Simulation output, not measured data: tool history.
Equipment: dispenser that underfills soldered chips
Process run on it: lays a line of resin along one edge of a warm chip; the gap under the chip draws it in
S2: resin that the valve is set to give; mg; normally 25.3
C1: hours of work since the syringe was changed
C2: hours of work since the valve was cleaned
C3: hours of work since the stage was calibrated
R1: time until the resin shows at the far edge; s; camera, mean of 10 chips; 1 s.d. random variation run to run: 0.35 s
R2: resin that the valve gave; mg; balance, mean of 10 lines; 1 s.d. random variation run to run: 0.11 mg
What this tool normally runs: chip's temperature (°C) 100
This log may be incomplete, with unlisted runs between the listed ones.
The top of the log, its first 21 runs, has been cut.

-- day=3.333 new syringe of resin
run 22 day=3.5 | chip's_temperature_(°C)=87 S2=31.9 | C1=3 C2=124 C3=69 | R1=42.5 R2=30
-- day=3.65 new syringe of resin
run 23 day=3.65 | chip's_temperature_(°C)=113 S2=31.9 | C1=0 C2=127 C3=71 | R1=10.7 R2=30.19
-- day=3.762 dispensing valve cleaned and set on the balance
run 24 day=3.788 | chip's_temperature_(°C)=110 S2=25.1 | C1=2 C2=0 C3=73 | R1=14 R2=24.97
run 25 day=3.912 | chip's_temperature_(°C)=110 S2=25.1 | C1=4 C2=3 C3=75 | R1=17.2 R2=25.01
-- day=4 new syringe of resin
run 26 day=4.017 | chip's_temperature_(°C)=100 S2=24 | C1=0 C2=4 C3=76 | R1=19.3 R2=24.08
run 27 day=4.112 | chip's_temperature_(°C)=109 S2=22.1 | C1=2 C2=6 C3=78 | R1=15.2 R2=22.35
run 28 day=4.296 | chip's_temperature_(°C)=109 S2=22.1 | C1=5 C2=9 C3=81 | R1=19.8 R2=21.97
-- day=4.325 new syringe of resin
run 29 day=4.517 | chip's_temperature_(°C)=113 S2=29.8 | C1=3 C2=13 C3=85 | R1=14.5 R2=29.66
-- day=4.638 new syringe of resin
run 30 day=4.704 | chip's_temperature_(°C)=88 S2=26.3 | C1=1 C2=16 C3=88 | R1=36.6 R2=26.1
run 31 day=4.829 | chip's_temperature_(°C)=106 S2=29 | C1=3 C2=18 C3=90 | R1=18.8 R2=28.83
-- day=4.954 new syringe of resin
run 32 day=4.975 | chip's_temperature_(°C)=114 S2=32.2 | C1=0 C2=20 C3=92 | R1=11.3 R2=31.89
run 33 day=5.088 | chip's_temperature_(°C)=109 S2=27.6 | C1=2 C2=22 C3=94 | R1=15.1 R2=27.45
-- day=5.275 new syringe of resin
run 34 day=5.275 | chip's_temperature_(°C)=100 S2=27.1 | C1=0 C2=25 C3=97 | R1=18.8 R2=26.95
run 35 day=5.371 | chip's_temperature_(°C)=100 S2=27.1 | C1=2 C2=27 C3=99 | R1=21 R2=26.85
-- day=5.592 new syringe of resin
run 36 day=5.592 | chip's_temperature_(°C)=103 S2=25.3 | C1=0 C2=30 C3=102 | R1=17.1 R2=25.05

3 ways to go on from here, each from the tool as it stands after run 36. What would each give?
run A day=5.779 | chip's_temperature_(°C)=110 S2=21.7 | C1=3 C2=33 C3=106 | R1=? R2=?
run B day=5.779 | chip's_temperature_(°C)=111 S2=31.2 | C1=3 C2=33 C3=106 | R1=? R2=?
run C day=5.779 | chip's_temperature_(°C)=89 S2=22.8 | C1=3 C2=33 C3=106 | R1=? R2=?

run=A R1=16.5 R2=21.43
run=B R1=14.9 R2=30.87
run=C R1=40.5 R2=22.43
Take away the tool's hidden state, keep each run's random variation, and the runs would have read:
run=A R1=12.4 R2=21.7
run=B R1=11.2 R2=31.25
run=C R1=29.9 R2=22.71
